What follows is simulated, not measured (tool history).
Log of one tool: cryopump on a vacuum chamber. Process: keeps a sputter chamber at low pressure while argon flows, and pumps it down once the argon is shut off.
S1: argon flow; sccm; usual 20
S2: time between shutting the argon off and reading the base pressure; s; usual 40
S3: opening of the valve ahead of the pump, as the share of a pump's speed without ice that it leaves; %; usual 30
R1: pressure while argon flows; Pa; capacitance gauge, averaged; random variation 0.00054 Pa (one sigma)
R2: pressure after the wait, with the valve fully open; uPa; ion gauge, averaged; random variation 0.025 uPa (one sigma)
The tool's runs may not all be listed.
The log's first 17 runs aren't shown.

run	hour	S1	S2	S3	R1	R2
18	549.8	19	277	19	0.0827	0.52
19	583.6	24	78	30	0.0666	0.94
20	611.4	20	40	18	0.0919	1.34
21	637.2	20	40	18	0.0913	1.37
22	658.7	20	40	18	0.0919	1.37
23	694.6	20	40	18	0.0914	1.4
24	714.8	20	44	42	0.041	1.32
25	746.7	9	141	18	0.0417	0.8
26	765.4	18	125	28	0.0535	0.86
27	788.3	18	125	28	0.0542	0.84
28	810.9	18	125	28	0.0545	0.87
29	850.4	10	125	16	0.0525	0.88
30	880.9	10	125	16	0.0522	0.88
31	916.4	20	104	17	0.0978	0.98

Run 32 comes next. What will it give?
32	957.6	38	50	27	?	?

Run 32 gave R1 0.1198 Pa, R2 1.39 uPa.
Without the tool's hidden state the same run would have given R1 0.1137 Pa, R2 0.88 uPa.
